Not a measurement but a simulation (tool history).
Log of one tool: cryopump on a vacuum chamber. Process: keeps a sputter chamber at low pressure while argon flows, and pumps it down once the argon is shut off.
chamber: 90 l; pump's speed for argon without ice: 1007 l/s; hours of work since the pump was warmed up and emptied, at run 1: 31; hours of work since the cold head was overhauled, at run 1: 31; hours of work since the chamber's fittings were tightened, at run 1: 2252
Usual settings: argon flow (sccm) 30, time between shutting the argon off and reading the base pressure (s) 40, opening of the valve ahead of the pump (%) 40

run    hour  argon flow (sccm)  time between shutting the argon off and reading the base pressure (s)  opening of the valve ahead of the pump (%)  hours of work since the pump was warmed up and emptied  hours of work since the cold head was overhauled  hours of work since the chamber's fittings were tightened  pressure while argon flows (Pa)  pressure after the wait (uPa)
  1       0                 30                                                                     40                                          40                                                      31                                                31                                                       2252                           0.1259                           3.45
  2   114.9                 30                                                                     40                                          40                                                     101                                               101                                                       2322                           0.1279                           3.59
  3   182.8                 30                                                                     40                                          40                                                     142                                               142                                                       2364                           0.1296                           3.63
  4   297.8                 30                                                                     40                                          40                                                     212                                               212                                                       2433                            0.132                            3.7
  5   410.3                 30                                                                     40                                          40                                                     280                                               280                                                       2502                           0.1332                           3.79
  6   511.8                 30                                                                     40                                          40                                                     342                                               342                                                       2564                           0.1347                           3.75
  7     616                 30                                                                     40                                          40                                                     405                                               405                                                       2627                           0.1359                           3.93
  8   696.5                 30                                                                     40                                          40                                                     454                                               454                                                       2676                            0.137                           3.95
      731.5  -- pump warmed up, emptied and cooled again
  9   802.6                 22                                                                     26                                          44                                                      43                                               516                                                       2737                           0.0858                           4.85
 10   910.6                 22                                                                     26                                          44                                                     109                                               581                                                       2803                           0.0866                           5.02
 11  1011.1                 22                                                                     26                                          44                                                     170                                               642                                                       2864                           0.0876                           5.02
 12  1110.7                 22                                                                     26                                          44                                                     231                                               703                                                       2925                           0.0883                           5.15
 13  1217.7                 17                                                                     69                                          40                                                     296                                               768                                                       2990                           0.0764                           3.04
 14  1295.2                 22                                                                     27                                          40                                                     343                                               815                                                       3037                           0.0986                           5.03
 15    1403                 21                                                                    226                                          40                                                     408                                               881                                                       3102                           0.0952                           2.34

3 ways to go on from here, each from the tool as it stands after run 15. What would each give?
  A  1495.4                 13                                                                    201                                          59                                                     464                                               937                                                       3158                                ?                              ?
  B  1495.4                 30                                                                     75                                          18                                                     464                                               937                                                       3158                                ?                              ?
  C  1495.4                 30                                                                    170                                          40                                                     464                                               937                                                       3158                                ?                              ?

run  pressure while argon flows (Pa)  pressure after the wait (uPa)
  A                           0.0409                           2.41
  B                           0.2906                           3.24
  C                           0.1365                           2.44
Without the tool's hidden state the same runs would have given:
run  pressure while argon flows (Pa)  pressure after the wait (uPa)
  A                           0.0359                           0.76
  B                           0.2791                           1.54
  C                            0.125                           0.77
